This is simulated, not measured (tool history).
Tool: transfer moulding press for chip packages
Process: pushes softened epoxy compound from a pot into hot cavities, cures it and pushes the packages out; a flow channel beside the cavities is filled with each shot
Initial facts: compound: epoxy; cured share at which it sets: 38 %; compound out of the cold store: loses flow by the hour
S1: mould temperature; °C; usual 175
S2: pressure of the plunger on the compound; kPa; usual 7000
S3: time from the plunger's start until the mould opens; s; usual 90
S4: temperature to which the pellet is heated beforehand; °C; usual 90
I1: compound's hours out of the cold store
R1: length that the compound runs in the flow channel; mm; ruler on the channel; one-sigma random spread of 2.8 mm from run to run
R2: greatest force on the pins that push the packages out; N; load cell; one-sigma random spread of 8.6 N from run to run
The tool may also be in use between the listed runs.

run,hour,S1,S2,S3,S4,I1,R1,R2
1,0,175,7000,90,90,46.7,848,522
2,14.7,175,7000,90,90,11,996,542
# hour 21.1: cavities cleaned with cleaning compound and waxed
3,28,175,7000,90,90,26,922,398
4,46.9,175,7000,90,96,44.8,842,463
5,62.6,175,7000,96,90,22,939,483
6,73.7,175,7000,90,90,30.7,896,512
7,82.7,175,5490,90,90,29.1,803,504
8,97.5,175,7000,90,80,34,884,541
# hour 108.1: plunger's sealing rings changed
9,110.3,179,7470,87,90,13.7,1045,545
# hour 114.2: cavities cleaned with cleaning compound and waxed
10,125.9,177,7470,105,86,40.7,928,375
11,140.2,177,7470,105,86,40.1,923,425

What would each run have given without the hidden state, its run-to-run variation left as it was?
Hidden state present: true mould temperature over the reading, C; pressure that reaches the compound, % of what is set; grip of the stained cavities, % over clean ones'; drift of the gauge itself on flow_mm, %; drift of the gauge itself on push_out_n, %.
run,R1,R2
1,889,367
2,1047,374
3,970,371
4,887,376
5,991,363
6,947,376
7,850,361
8,937,376
9,1050,372
10,934,334
11,930,344
